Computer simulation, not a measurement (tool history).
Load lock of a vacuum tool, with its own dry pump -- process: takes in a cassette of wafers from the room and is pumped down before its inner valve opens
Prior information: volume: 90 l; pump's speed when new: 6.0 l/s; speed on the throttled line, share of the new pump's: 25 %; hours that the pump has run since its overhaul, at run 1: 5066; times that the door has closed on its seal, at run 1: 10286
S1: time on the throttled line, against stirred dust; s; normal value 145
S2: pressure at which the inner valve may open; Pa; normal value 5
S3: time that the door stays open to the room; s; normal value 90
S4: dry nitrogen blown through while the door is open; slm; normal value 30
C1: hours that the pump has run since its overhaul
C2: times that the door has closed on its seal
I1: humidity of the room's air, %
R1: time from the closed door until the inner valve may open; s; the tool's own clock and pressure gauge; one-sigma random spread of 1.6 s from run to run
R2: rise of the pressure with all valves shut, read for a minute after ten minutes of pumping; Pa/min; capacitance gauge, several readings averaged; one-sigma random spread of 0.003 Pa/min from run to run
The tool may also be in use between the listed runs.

| run | hour | S1 | S2 | S3 | S4 | C1 | C2 | I1 | R1 | R2 |
|---|---|---|---|---|---|---|---|---|---|---|
| 1 | 0 | 145 | 5 | 90 | 30 | 5066 | 10286 | 43.8 | 259.1 | 0.018 |
| 2 | 246.7 | 145 | 5 | 90 | 30 | 5313 | 10557 | 41.6 | 261.4 | 0.019 |
| 3 | 804.5 | 145 | 5 | 90 | 30 | 5871 | 11169 | 45.3 | 258.9 | 0.026 |
| 4 | 1116.8 | 145 | 5 | 90 | 30 | 6183 | 11511 | 43.8 | 259.7 | 0.025 |
| 5 | 1714.8 | 145 | 5 | 90 | 30 | 6781 | 12167 | 47.3 | 260.3 | 0.027 |
| 6 | 2230.9 | 145 | 5 | 90 | 14 | 7297 | 12733 | 40.6 | 258.3 | 0.036 |
| 7 | 2664.8 | 145 | 5 | 121 | 30 | 7731 | 13209 | 47.3 | 261.5 | 0.022 |
| 8 | 3196.1 | 145 | 5 | 90 | 31 | 8262 | 13792 | 43.3 | 259 | 0.024 |
| 9 | 3648.8 | 145 | 5 | 90 | 31 | 8715 | 14288 | 46.6 | 260.5 | 0.024 |
| 10 | 4026.9 | 145 | 5 | 90 | 31 | 9093 | 14703 | 47.1 | 260 | 0.019 |
| 11 | 4418 | 145 | 5 | 90 | 31 | 9484 | 15132 | 47.4 | 260.3 | 0.02 |
| 12 | 4964 | 145 | 5 | 90 | 31 | 10030 | 15731 | 46.2 | 259.4 | 0.019 |
| 13 | 5504.1 | 145 | 5 | 90 | 31 | 10570 | 16324 | 45.8 | 260.2 | 0.025 |
| 14 | 6060.2 | 145 | 5 | 90 | 31 | 11126 | 16934 | 44.1 | 259.3 | 0.015 |
| 15 | 6635.9 | 145 | 5 | 90 | 31 | 11702 | 17565 | 45.8 | 258.4 | 0.017 |
| 16 | 7196.2 | 145 | 5 | 90 | 30 | 12262 | 18180 | 47 | 259.9 | 0.026 |
| 17 | 7739 | 145 | 5 | 90 | 30 | 12805 | 18775 | 47.1 | 262 | 0.027 |
| 18 | 8010.2 | 145 | 5 | 90 | 30 | 13076 | 19073 | 43.1 | 257.7 | 0.022 |
| 19 | 8424 | 145 | 5 | 90 | 30 | 13490 | 19526 | 44.7 | 259.7 | 0.023 |
| 20 | 8807.7 | 145 | 5 | 90 | 6 | 13874 | 19947 | 45.7 | 260.6 | 0.048 |
| 21 | 9111.5 | 145 | 5 | 90 | 6 | 14178 | 20281 | 43 | 259.8 | 0.044 |
| 22 | 9516.8 | 145 | 5 | 90 | 6 | 14583 | 20725 | 44.1 | 258.8 | 0.05 |
| 23 | 9869.8 | 145 | 5 | 90 | 6 | 14936 | 21112 | 44.1 | 259.4 | 0.047 |
|  | 10206.8 | dry pump taken out, an overhauled one fitted |
| 24 | 10376.5 | 145 | 5 | 90 | 6 | 170 | 21661 | 45.3 | 258.4 | 0.052 |
| 25 | 10703.7 | 76 | 8 | 90 | 20 | 497 | 22020 | 43.2 | 201.7 | 0.028 |
| 26 | 11019 | 215 | 5 | 90 | 30 | 812 | 22366 | 43.3 | 314.4 | 0.017 |
| 27 | 11334.4 | 215 | 5 | 90 | 30 | 1128 | 22712 | 46.3 | 310.6 | 0.025 |
| 28 | 11602 | 75 | 5 | 90 | 30 | 1395 | 23006 | 43.1 | 208.2 | 0.024 |
| 29 | 12026.2 | 185 | 9 | 46 | 7 | 1819 | 23471 | 46.7 | 278 | 0.037 |
| 30 | 12454.3 | 185 | 9 | 46 | 40 | 2247 | 23941 | 47.8 | 279.7 | 0.009 |
| 31 | 12860.1 | 229 | 10 | 90 | 14 | 2653 | 24386 | 48 | 313.9 | 0.035 |
| 32 | 13463.9 | 229 | 10 | 90 | 14 | 3257 | 25048 | 44.6 | 311.9 | 0.034 |
| 33 | 14063.6 | 229 | 10 | 90 | 14 | 3857 | 25706 | 48.4 | 313.5 | 0.037 |
| 34 | 14654.9 | 229 | 10 | 90 | 14 | 4448 | 26354 | 44.1 | 313.3 | 0.035 |
| 35 | 15085.6 | 229 | 10 | 90 | 14 | 4879 | 26827 | 44.1 | 313.4 | 0.035 |
| 36 | 15626.4 | 280 | 6 | 90 | 11 | 5420 | 27420 | 47.1 | 359.3 | 0.034 |
| 37 | 16110.3 | 128 | 6 | 57 | 11 | 5903 | 27951 | 45.4 | 246.3 | 0.035 |
| 38 | 16416.6 | 200 | 6 | 90 | 35 | 6210 | 28287 | 44.5 | 297.5 | 0.019 |

What if the next run were any one of these 3? Each begins from the tool's condition after run 38:
| A | 16962.4 | 200 | 8 | 90 | 39 | 6756 | 28885 | 45.2 | ? | ? |
| B | 16962.4 | 144 | 6 | 90 | 7 | 6756 | 28885 | 43.3 | ? | ? |
| C | 16962.4 | 145 | 5 | 90 | 26 | 6756 | 28885 | 43.8 | ? | ? |

| run | R1 | R2 |
|---|---|---|
| A | 294 | 0.023 |
| B | 257.3 | 0.049 |
| C | 260.6 | 0.026 |
The same runs, with their run-to-run variation unchanged, on a tool lacking any hidden condition would have given:
| run | R1 | R2 |
|---|---|---|
| A | 293.9 | 0.022 |
| B | 257.2 | 0.048 |
| C | 260.6 | 0.025 |
